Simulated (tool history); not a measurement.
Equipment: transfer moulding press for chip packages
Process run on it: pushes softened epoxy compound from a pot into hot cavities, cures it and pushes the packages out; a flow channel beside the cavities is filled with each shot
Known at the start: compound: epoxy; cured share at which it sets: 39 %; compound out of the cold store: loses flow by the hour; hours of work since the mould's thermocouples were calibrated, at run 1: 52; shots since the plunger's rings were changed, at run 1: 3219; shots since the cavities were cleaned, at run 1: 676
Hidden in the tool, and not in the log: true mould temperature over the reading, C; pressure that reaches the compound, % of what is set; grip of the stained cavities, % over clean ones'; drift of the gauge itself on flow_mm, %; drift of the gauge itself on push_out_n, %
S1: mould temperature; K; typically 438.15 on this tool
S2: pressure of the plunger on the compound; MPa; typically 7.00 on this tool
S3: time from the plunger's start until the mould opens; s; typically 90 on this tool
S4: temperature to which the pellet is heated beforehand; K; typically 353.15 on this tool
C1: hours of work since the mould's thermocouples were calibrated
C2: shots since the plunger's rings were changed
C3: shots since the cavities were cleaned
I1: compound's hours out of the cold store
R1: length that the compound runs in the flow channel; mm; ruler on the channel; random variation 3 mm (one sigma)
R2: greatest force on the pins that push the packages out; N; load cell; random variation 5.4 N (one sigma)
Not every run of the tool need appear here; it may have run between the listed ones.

{"run": 1, "day": 0.0, "S1": 438.15, "S2": 7.0, "S3": 90, "S4": 353.15, "C1": 52, "C2": 3219, "C3": 676, "I1": 39.6, "R1": 618, "R2": 373}
{"run": 2, "day": 0.7, "S1": 430.15, "S2": 7.0, "S3": 90, "S4": 353.15, "C1": 61, "C2": 3390, "C3": 847, "I1": 46.3, "R1": 612, "R2": 585}
{"run": 3, "day": 1.262, "S1": 430.15, "S2": 7.0, "S3": 90, "S4": 353.15, "C1": 68, "C2": 3526, "C3": 983, "I1": 30.7, "R1": 672, "R2": 618}
{"day": 1.454, "done": "cavities cleaned with cleaning compound and waxed"}
{"run": 4, "day": 1.942, "S1": 438.15, "S2": 8.01, "S3": 90, "S4": 353.15, "C1": 76, "C2": 3676, "C3": 118, "I1": 43.8, "R1": 643, "R2": 238}
{"run": 5, "day": 2.55, "S1": 438.15, "S2": 7.55, "S3": 90, "S4": 353.15, "C1": 84, "C2": 3823, "C3": 265, "I1": 37.4, "R1": 645, "R2": 278}
{"run": 6, "day": 3.312, "S1": 438.15, "S2": 7.0, "S3": 90, "S4": 353.15, "C1": 94, "C2": 4009, "C3": 451, "I1": 10.5, "R1": 723, "R2": 348}
{"run": 7, "day": 4.258, "S1": 438.15, "S2": 7.0, "S3": 84, "S4": 353.15, "C1": 106, "C2": 4239, "C3": 681, "I1": 28.8, "R1": 649, "R2": 403}
{"run": 8, "day": 5.129, "S1": 438.15, "S2": 7.0, "S3": 84, "S4": 353.15, "C1": 117, "C2": 4450, "C3": 892, "I1": 25.9, "R1": 664, "R2": 422}
{"day": 5.725, "done": "cavities cleaned with cleaning compound and waxed"}
{"run": 9, "day": 5.825, "S1": 438.15, "S2": 7.0, "S3": 84, "S4": 353.15, "C1": 125, "C2": 4604, "C3": 23, "I1": 39.8, "R1": 610, "R2": 226}
{"day": 6.058, "done": "plunger's sealing rings changed"}
{"run": 10, "day": 6.596, "S1": 438.15, "S2": 7.0, "S3": 84, "S4": 354.15, "C1": 134, "C2": 131, "C3": 186, "I1": 8.9, "R1": 777, "R2": 309}
{"run": 11, "day": 7.162, "S1": 438.15, "S2": 7.0, "S3": 84, "S4": 354.15, "C1": 141, "C2": 268, "C3": 323, "I1": 32.8, "R1": 671, "R2": 328}
{"run": 12, "day": 7.608, "S1": 438.15, "S2": 7.0, "S3": 84, "S4": 354.15, "C1": 146, "C2": 377, "C3": 432, "I1": 42.9, "R1": 631, "R2": 358}
{"run": 13, "day": 8.308, "S1": 432.15, "S2": 7.0, "S3": 90, "S4": 353.15, "C1": 155, "C2": 547, "C3": 602, "I1": 27.5, "R1": 710, "R2": 468}
{"run": 14, "day": 9.196, "S1": 432.15, "S2": 7.0, "S3": 90, "S4": 353.15, "C1": 167, "C2": 763, "C3": 818, "I1": 17.6, "R1": 752, "R2": 552}
{"day": 10.075, "done": "cavities cleaned with cleaning compound and waxed"}
{"run": 15, "day": 10.075, "S1": 444.15, "S2": 6.73, "S3": 75, "S4": 354.15, "C1": 177, "C2": 962, "C3": 0, "I1": 20.7, "R1": 687, "R2": 198}
{"run": 16, "day": 10.667, "S1": 431.15, "S2": 7.99, "S3": 85, "S4": 361.15, "C1": 185, "C2": 1105, "C3": 143, "I1": 37.2, "R1": 707, "R2": 390}
{"run": 17, "day": 11.404, "S1": 434.15, "S2": 7.0, "S3": 90, "S4": 362.15, "C1": 194, "C2": 1285, "C3": 323, "I1": 11.4, "R1": 761, "R2": 384}
{"run": 18, "day": 12.042, "S1": 438.15, "S2": 6.17, "S3": 90, "S4": 361.15, "C1": 202, "C2": 1440, "C3": 478, "I1": 16.0, "R1": 688, "R2": 331}
{"run": 19, "day": 12.512, "S1": 438.15, "S2": 7.66, "S3": 86, "S4": 361.15, "C1": 208, "C2": 1554, "C3": 592, "I1": 15.9, "R1": 764, "R2": 375}
{"run": 20, "day": 12.912, "S1": 438.15, "S2": 7.66, "S3": 86, "S4": 361.15, "C1": 213, "C2": 1651, "C3": 689, "I1": 29.9, "R1": 703, "R2": 371}
{"run": 21, "day": 13.754, "S1": 439.15, "S2": 7.79, "S3": 73, "S4": 356.15, "C1": 224, "C2": 1856, "C3": 894, "I1": 20.6, "R1": 740, "R2": 521}
{"day": 14.304, "done": "cavities cleaned with cleaning compound and waxed"}
{"run": 22, "day": 14.429, "S1": 444.15, "S2": 6.05, "S3": 77, "S4": 347.15, "C1": 232, "C2": 2005, "C3": 31, "I1": 13.6, "R1": 664, "R2": 205}
{"run": 23, "day": 15.342, "S1": 438.15, "S2": 7.63, "S3": 104, "S4": 346.15, "C1": 244, "C2": 2226, "C3": 252, "I1": 35.9, "R1": 669, "R2": 263}
{"run": 24, "day": 16.142, "S1": 439.15, "S2": 7.0, "S3": 90, "S4": 353.15, "C1": 254, "C2": 2421, "C3": 447, "I1": 17.3, "R1": 709, "R2": 332}
{"run": 25, "day": 16.896, "S1": 435.15, "S2": 7.0, "S3": 90, "S4": 353.15, "C1": 263, "C2": 2604, "C3": 630, "I1": 36.4, "R1": 644, "R2": 395}
{"run": 26, "day": 17.442, "S1": 438.15, "S2": 7.0, "S3": 96, "S4": 353.15, "C1": 270, "C2": 2738, "C3": 764, "I1": 29.5, "R1": 661, "R2": 341}
{"run": 27, "day": 18.35, "S1": 438.15, "S2": 7.0, "S3": 96, "S4": 353.15, "C1": 282, "C2": 2958, "C3": 984, "I1": 46.2, "R1": 600, "R2": 357}
{"day": 18.554, "done": "cavities cleaned with cleaning compound and waxed"}
{"run": 28, "day": 19.354, "S1": 438.15, "S2": 7.0, "S3": 96, "S4": 353.15, "C1": 294, "C2": 3187, "C3": 194, "I1": 30.0, "R1": 654, "R2": 257}

Here are 4 independent what-if runs from the current tool condition. What would each one return?
{"run": "A", "day": 20.179, "S1": 438.15, "S2": 6.75, "S3": 103, "S4": 344.15, "C1": 305, "C2": 3388, "C3": 395, "I1": 10.8, "R1": "?", "R2": "?"}
{"run": "B", "day": 20.179, "S1": 438.15, "S2": 7.0, "S3": 121, "S4": 347.15, "C1": 305, "C2": 3388, "C3": 395, "I1": 36.5, "R1": "?", "R2": "?"}
{"run": "C", "day": 20.179, "S1": 430.15, "S2": 7.0, "S3": 96, "S4": 358.15, "C1": 305, "C2": 3388, "C3": 395, "I1": 36.0, "R1": "?", "R2": "?"}
{"run": "D", "day": 20.179, "S1": 446.15, "S2": 5.56, "S3": 116, "S4": 353.15, "C1": 305, "C2": 3388, "C3": 395, "I1": 16.6, "R1": "?", "R2": "?"}

run=A R1=719 R2=300
run=B R1=624 R2=270
run=C R1=650 R2=405
run=D R1=612 R2=260
Without the tool's hidden state the same runs would have given:
run=A R1=757 R2=179
run=B R1=657 R2=158
run=C R1=684 R2=241
run=D R1=644 R2=151
